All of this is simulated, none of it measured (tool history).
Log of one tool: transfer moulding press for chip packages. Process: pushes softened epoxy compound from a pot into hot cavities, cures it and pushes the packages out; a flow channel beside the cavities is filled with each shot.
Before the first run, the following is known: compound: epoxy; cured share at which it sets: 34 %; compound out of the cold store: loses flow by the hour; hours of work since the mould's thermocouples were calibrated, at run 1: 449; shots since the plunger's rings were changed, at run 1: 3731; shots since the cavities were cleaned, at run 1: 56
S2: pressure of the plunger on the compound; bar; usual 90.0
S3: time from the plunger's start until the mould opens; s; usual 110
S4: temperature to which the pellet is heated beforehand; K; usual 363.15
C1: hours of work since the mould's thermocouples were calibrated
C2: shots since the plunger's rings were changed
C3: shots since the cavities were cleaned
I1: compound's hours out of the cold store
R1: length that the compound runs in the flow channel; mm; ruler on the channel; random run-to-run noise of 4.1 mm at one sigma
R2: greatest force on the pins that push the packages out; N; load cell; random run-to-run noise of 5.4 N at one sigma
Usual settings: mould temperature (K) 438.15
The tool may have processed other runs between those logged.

Run 1, day 0.000: usual settings; C1 449; C2 3731; C3 56; I1 9.7. Result: R1 797 mm, R2 193 N.
At day 1.262: plunger's sealing rings changed.
Run 2, day 1.588: usual settings; C1 473; C2 90; C3 462; I1 43.8. Result: R1 735 mm, R2 252 N.
At day 2.117: cavities cleaned with cleaning compound and waxed.
Run 3, day 3.517: usual settings but S2 101.4 bar; C1 504; C2 600; C3 383; I1 38.5. Result: R1 798 mm, R2 341 N.
At day 4.342: cavities cleaned with cleaning compound and waxed.
At day 6.500: cavities cleaned with cleaning compound and waxed.
Run 4, day 6.558: usual settings; C1 553; C2 1397; C3 15; I1 30.3. Result: R1 760 mm, R2 179 N.
Run 5, day 7.888: usual settings; C1 575; C2 1761; C3 379; I1 24.5. Result: R1 779 mm, R2 249 N.
At day 8.646: cavities cleaned with cleaning compound and waxed.
Run 6, day 9.933: usual settings; C1 608; C2 2303; C3 352; I1 36.6. Result: R1 730 mm, R2 239 N.
At day 10.821: cavities cleaned with cleaning compound and waxed.
At day 11.450: mould's thermocouples calibrated.
Run 7, day 12.471: usual settings; C1 17; C2 2957; C3 429; I1 30.9. Result: R1 745 mm, R2 268 N.
At day 13.121: cavities cleaned with cleaning compound and waxed.
At day 15.283: cavities cleaned with cleaning compound and waxed.
Run 8, day 15.562: usual settings; C1 66; C2 3768; C3 76; I1 10.3. Result: R1 793 mm, R2 198 N.
At day 16.571: cavities cleaned with cleaning compound and waxed, once more.
At day 16.675: plunger's sealing rings changed.
Run 9, day 18.067: usual settings; C1 105; C2 380; C3 380; I1 13.4. Result: R1 840 mm, R2 251 N.
At day 18.812: cavities cleaned with cleaning compound and waxed.
Run 10, day 20.775: usual settings but S2 101.5 bar, S3 98 s, S4 364.15 K; C1 149; C2 1103; C3 536; I1 25.6. Result: R1 840 mm, R2 298 N.
At day 21.033: cavities cleaned with cleaning compound and waxed.
At day 23.188: cavities cleaned with cleaning compound and waxed.
Run 11, day 23.858: usual settings but mould temperature (K) 433.15, S2 73.2 bar, S3 123 s; C1 198; C2 1913; C3 184; I1 26.3. Result: R1 704 mm, R2 236 N.
At day 25.333: cavities cleaned with cleaning compound and waxed.
Run 12, day 25.333: usual settings but mould temperature (K) 433.15, S2 78.4 bar, S3 123 s, S4 364.15 K; C1 221; C2 2299; C3 0; I1 27.6. Result: R1 719 mm, R2 182 N.
Run 13, day 26.825: usual settings but mould temperature (K) 445.15, S2 89.3 bar; C1 246; C2 2707; C3 408; I1 17.3. Result: R1 766 mm, R2 242 N.
At day 27.508: cavities cleaned with cleaning compound and waxed.
Run 14, day 28.796: usual settings but mould temperature (K) 445.15, S2 89.3 bar; C1 277; C2 3229; C3 353; I1 44.8. Result: R1 671 mm, R2 243 N.
At day 29.825: cavities cleaned with cleaning compound and waxed.
Run 15, day 30.554: usual settings but mould temperature (K) 445.15, S2 89.3 bar, S3 119 s, S4 356.15 K; C1 306; C2 3692; C3 199; I1 47.9. Result: R1 656 mm, R2 225 N.
At day 31.825: plunger's sealing rings changed.
At day 32.100: cavities cleaned with cleaning compound and waxed.
Run 16, day 33.229: usual settings but mould temperature (K) 445.15, S2 89.3 bar, S3 119 s, S4 358.15 K; C1 347; C2 367; C3 309; I1 47.6. Result: R1 704 mm, R2 241 N.
At day 34.279: cavities cleaned with cleaning compound and waxed.
Run 17, day 34.654: usual settings but S2 107.4 bar, S3 145 s, S4 372.15 K; C1 370; C2 739; C3 102; I1 16.1. Result: R1 902 mm, R2 189 N.

Table of differences, measured result less the result of that run with no hidden state. Run-to-run variation is the same in both. Gauge scatter possibly is not:
Hidden conditions of the tool in this case: true mould temperature over the reading, C; pressure that reaches the compound, % of what is set; grip of the stained cavities, % over clean ones'; drift of the gauge itself on flow_mm, %; drift of the gauge itself on push_out_n, %.
run   R1    R2
  1  -66   +14
  2   -3   +80
  3  -12  +162
  4  -24    +4
  5  -30   +66
  6  -36   +62
  7  -44   +83
  8  -62   +21
  9   -8   +75
 10  -21  +102
 11  -30   +39
 12  -37    -2
 13  -46   +75
 14  -49   +66
 15  -54   +47
 16   -7   +68
 17  -16   +25
